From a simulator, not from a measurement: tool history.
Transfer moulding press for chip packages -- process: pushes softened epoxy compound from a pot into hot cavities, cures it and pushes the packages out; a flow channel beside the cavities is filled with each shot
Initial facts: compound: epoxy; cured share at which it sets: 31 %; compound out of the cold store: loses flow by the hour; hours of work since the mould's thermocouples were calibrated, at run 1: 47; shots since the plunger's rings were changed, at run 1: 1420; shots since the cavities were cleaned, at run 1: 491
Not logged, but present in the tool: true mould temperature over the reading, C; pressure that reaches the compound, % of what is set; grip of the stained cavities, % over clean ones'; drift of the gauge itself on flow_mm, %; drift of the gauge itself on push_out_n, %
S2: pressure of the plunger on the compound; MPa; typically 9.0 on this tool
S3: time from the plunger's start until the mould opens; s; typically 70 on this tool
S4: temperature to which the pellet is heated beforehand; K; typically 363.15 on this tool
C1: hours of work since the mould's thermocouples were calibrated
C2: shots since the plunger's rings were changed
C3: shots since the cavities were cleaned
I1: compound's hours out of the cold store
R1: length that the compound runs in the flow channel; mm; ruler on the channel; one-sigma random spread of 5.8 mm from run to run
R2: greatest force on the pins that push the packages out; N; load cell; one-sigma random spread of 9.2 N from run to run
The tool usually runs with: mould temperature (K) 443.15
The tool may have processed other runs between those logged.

run 1 hour=0.0 | mould_temperature_(K)=443.15 S2=9.0 S3=70 S4=363.15 | C1=47 C2=1420 C3=491 | I1=46.8 | R1=647 R2=664
-- hour=8.0 cavities cleaned with cleaning compound and waxed
run 2 hour=18.4 | mould_temperature_(K)=443.15 S2=9.0 S3=70 S4=363.15 | C1=57 C2=1629 C3=129 | I1=21.2 | R1=734 R2=797
run 3 hour=30.0 | mould_temperature_(K)=443.15 S2=9.0 S3=70 S4=363.15 | C1=63 C2=1773 C3=273 | I1=24.6 | R1=714 R2=798
run 4 hour=45.7 | mould_temperature_(K)=443.15 S2=9.0 S3=70 S4=364.15 | C1=72 C2=1968 C3=468 | I1=16.1 | R1=743 R2=843
-- hour=54.2 cavities cleaned with cleaning compound and waxed
run 5 hour=63.8 | mould_temperature_(K)=443.15 S2=9.0 S3=70 S4=364.15 | C1=81 C2=2173 C3=118 | I1=38.6 | R1=665 R2=477
run 6 hour=80.4 | mould_temperature_(K)=443.15 S2=9.0 S3=106 S4=363.15 | C1=91 C2=2378 C3=323 | I1=32.3 | R1=676 R2=495
run 7 hour=96.0 | mould_temperature_(K)=443.15 S2=9.0 S3=106 S4=363.15 | C1=100 C2=2572 C3=517 | I1=25.1 | R1=700 R2=562
-- hour=101.7 cavities cleaned with cleaning compound and waxed
run 8 hour=113.5 | mould_temperature_(K)=437.15 S2=9.1 S3=51 S4=367.15 | C1=109 C2=2770 C3=146 | I1=15.5 | R1=770 R2=1609

Forecast run 9:
-- hour=124.3 cavities cleaned with cleaning compound and waxed, once more
run 9 hour=132.4 | mould_temperature_(K)=437.15 S2=9.1 S3=51 S4=367.15 | C1=118 C2=2986 C3=100 | I1=13.1 | R1=? R2=?

R1: 759 mm
R2: 1506 N
Without the tool's hidden state the same run would have given R1 793 mm, R2 1283 N.
